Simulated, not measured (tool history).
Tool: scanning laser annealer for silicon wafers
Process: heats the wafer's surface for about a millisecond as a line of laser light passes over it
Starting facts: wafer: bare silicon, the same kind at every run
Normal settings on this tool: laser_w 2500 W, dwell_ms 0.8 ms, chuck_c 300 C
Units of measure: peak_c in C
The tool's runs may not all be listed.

run   hour  laser_w  dwell_ms  chuck_c  peak_c
  1      0     2500       0.8      300    1011
  2   15.3     2500       0.8      300    1014
  3   39.2     2500       0.8      300    1016
  4   64.9     2500       0.8      300    1010
  5   89.5     2500     0.955      300    1083
  6    108     2500       0.8      300    1008
  7  129.8     2500       0.8      300    1008
  8  157.9     2500       0.8      300    1009
  9    185     2500       0.8      300    1009
 10  205.7     2500       0.8      331    1038
 11  237.1     2500       0.8      331    1035
 12  261.1     2500       0.8      331    1040
 13    293     2486       0.8      300    1000
 14  310.2     2600     0.992      270    1102
 15  332.3     2196     0.853      300     915
 16  354.7     2500      0.93      300    1066
       359  -- window over the wafer cleaned
 17  372.6     2173     0.561      301     795
 18  394.1     2500       0.8      270     988
 19  422.1     2500       0.8      270     990
 20  439.4     2669       0.8      318    1103
 21    473     2705      0.93      324    1185
 22  495.7     2500       0.8      260     980

Below, some changes in peak_c between adjacent runs. For each, the amount present without the hidden state too (settings, incoming material, random variation) and the amount remaining for the hidden state with gauge scatter not shared by both compared results:
The tool's hidden condition here consists of: light that passes the window, % of a clean one's; laser's true power over the reading, %; width of the line over the set one, %; drift of the gauge itself on peak_c, C.
Run 14 -> 15: laser_w 2600 -> 2196, dwell_ms 0.992 -> 0.853, chuck_c 270 -> 300. peak_c -187 C: hidden state +6, all else -193.
Run 16 -> 17: laser_w 2500 -> 2173, dwell_ms 0.93 -> 0.561, chuck_c 300 -> 301, window over the wafer cleaned. peak_c -271 C: hidden state +20, all else -291.
Run 21 -> 22: laser_w 2705 -> 2500, dwell_ms 0.93 -> 0.8, chuck_c 324 -> 260. peak_c -205 C: hidden state +2, all else -207.

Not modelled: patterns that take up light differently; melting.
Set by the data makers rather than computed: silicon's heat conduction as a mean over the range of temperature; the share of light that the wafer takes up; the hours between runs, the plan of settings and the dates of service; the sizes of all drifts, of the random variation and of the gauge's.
